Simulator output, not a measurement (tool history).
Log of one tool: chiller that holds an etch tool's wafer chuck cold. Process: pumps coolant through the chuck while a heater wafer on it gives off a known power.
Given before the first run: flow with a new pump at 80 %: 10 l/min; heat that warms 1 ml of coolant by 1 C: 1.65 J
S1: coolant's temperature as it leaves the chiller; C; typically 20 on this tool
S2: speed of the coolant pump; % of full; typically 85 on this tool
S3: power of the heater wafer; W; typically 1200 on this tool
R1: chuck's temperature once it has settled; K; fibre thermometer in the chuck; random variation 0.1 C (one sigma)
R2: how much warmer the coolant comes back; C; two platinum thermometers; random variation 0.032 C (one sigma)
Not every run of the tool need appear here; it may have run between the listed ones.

run    hour  S1  S2    S3      R1    R2
  1       0  20  85  1200  302.25  4.74
  2   124.9  20  85  1200  302.15  4.83
  3   311.9  20  85  1200  302.35  4.84
  4   519.2  20  85  1200  302.15  4.88
  5   658.7  11  85  1200  293.45  4.88
  6   764.4  11  85  1200  293.35  4.95
  7   853.3  11  85  1200  293.45  4.93
  8  1009.2  11  85  1200  293.45   4.9
  9  1131.8  11  85  1200  293.55  4.96
     1157.5  -- chiller's thermometer calibrated
 10  1266.6  20  85  1229  302.95  5.01
 11  1395.2  20  85  1525  305.55  6.25
 12  1516.3  20  85  1200  302.95  4.94
 13  1671.7  20  85  1200  303.15  4.98
     1692.9  -- chiller's thermometer calibrated, once more
 14  1763.3  20  85   971  300.95  4.02
 15  1903.3  20  85   971  301.05  4.05
 16  2116.7  20  85   971  300.85  4.13
 17  2213.2  20  85   971  301.05  4.01
 18  2304.7  23  60   812  304.95  5.03
 19  2438.5  23  60   812  305.15  5.07
 20  2530.6  20  62  1115  305.05  6.69
 21  2701.4  19  94  1749  305.35  6.62

Expected results for the next run?
 22  2846  19  94  1749   ?   ?

R1: 305.45 K
R2: 6.63 C
Were there no unlogged condition in the tool, this run, its random variation unchanged, would have produced R1 302.25 K, R2 5.3 C.
